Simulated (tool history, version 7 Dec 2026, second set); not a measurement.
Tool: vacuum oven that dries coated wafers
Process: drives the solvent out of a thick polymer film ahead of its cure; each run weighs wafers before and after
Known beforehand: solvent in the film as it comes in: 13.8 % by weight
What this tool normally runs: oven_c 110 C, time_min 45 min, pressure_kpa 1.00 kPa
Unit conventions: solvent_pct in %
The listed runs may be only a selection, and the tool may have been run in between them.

Run 1, day 0.000: usual settings. Result: solvent_pct 1.154 %.
Run 2, day 0.471: usual settings. Result: solvent_pct 1.154 %.
Run 3, day 0.896: usual settings. Result: solvent_pct 1.153 %.
Run 4, day 1.167: usual settings but pressure_kpa 2.27 kPa. Result: solvent_pct 1.502 %.
Run 5, day 1.446: usual settings but time_min 40 min, pressure_kpa 2.27 kPa. Result: solvent_pct 1.773 %.
Run 6, day 1.721: usual settings. Result: solvent_pct 1.152 %.
Run 7, day 2.138: usual settings but pressure_kpa 0.75 kPa. Result: solvent_pct 1.083 %.
Run 8, day 2.554: usual settings but pressure_kpa 0.75 kPa. Result: solvent_pct 1.081 %.
Run 9, day 2.812: usual settings but pressure_kpa 0.75 kPa. Result: solvent_pct 1.080 %.
Run 10, day 3.338: usual settings. Result: solvent_pct 1.152 %.
Run 11, day 3.829: usual settings but pressure_kpa 1.84 kPa. Result: solvent_pct 1.385 %.
Run 12, day 4.242: usual settings. Result: solvent_pct 1.152 %.
Run 13, day 4.625: usual settings. Result: solvent_pct 1.154 %.
At day 4.725: vacuum gauge cleaned of residue and calibrated.
Run 14, day 5.167: usual settings. Result: solvent_pct 1.159 %.
Run 15, day 5.667: usual settings. Result: solvent_pct 1.161 %.
Run 16, day 6.079: usual settings. Result: solvent_pct 1.156 %.
Run 17, day 6.604: usual settings. Result: solvent_pct 1.152 %.
Run 18, day 7.021: usual settings. Result: solvent_pct 1.156 %.
Run 19, day 7.517: usual settings but oven_c 114 C, time_min 57 min, pressure_kpa 1.14 kPa. Result: solvent_pct 0.521 %.
At day 7.812: vacuum gauge cleaned of residue and calibrated, once more.
Run 20, day 7.962: usual settings but oven_c 114 C, time_min 57 min, pressure_kpa 1.14 kPa. Result: solvent_pct 0.489 %.
Run 21, day 8.354: usual settings but oven_c 116 C, time_min 29 min, pressure_kpa 0.83 kPa. Result: solvent_pct 1.338 %.
Run 22, day 8.625: usual settings but oven_c 111 C, pressure_kpa 0.74 kPa. Result: solvent_pct 0.935 %.
Run 23, day 9.075: usual settings but oven_c 105 C, time_min 25 min, pressure_kpa 0.51 kPa. Result: solvent_pct 3.852 %.
Run 24, day 9.442: usual settings but oven_c 105 C, time_min 25 min, pressure_kpa 0.51 kPa. Result: solvent_pct 3.847 %.
Run 25, day 9.867: usual settings but oven_c 105 C, time_min 25 min, pressure_kpa 0.51 kPa. Result: solvent_pct 3.848 %.
Run 26, day 10.154: usual settings but oven_c 105 C, time_min 25 min, pressure_kpa 0.51 kPa. Result: solvent_pct 3.848 %.
Run 27, day 10.450: usual settings but oven_c 108 C, time_min 56 min, pressure_kpa 3.16 kPa. Result: solvent_pct 1.573 %.

Predict the results of run 28:
Run 28, day 10.788: usual settings but oven_c 116 C, time_min 40 min, pressure_kpa 1.76 kPa. Result: solvent_pct ?.

{"run 28": {"solvent_pct": 0.894}}
On a tool with no hidden condition, and with the same random variation, this run would have come out at solvent_pct 0.995 %.
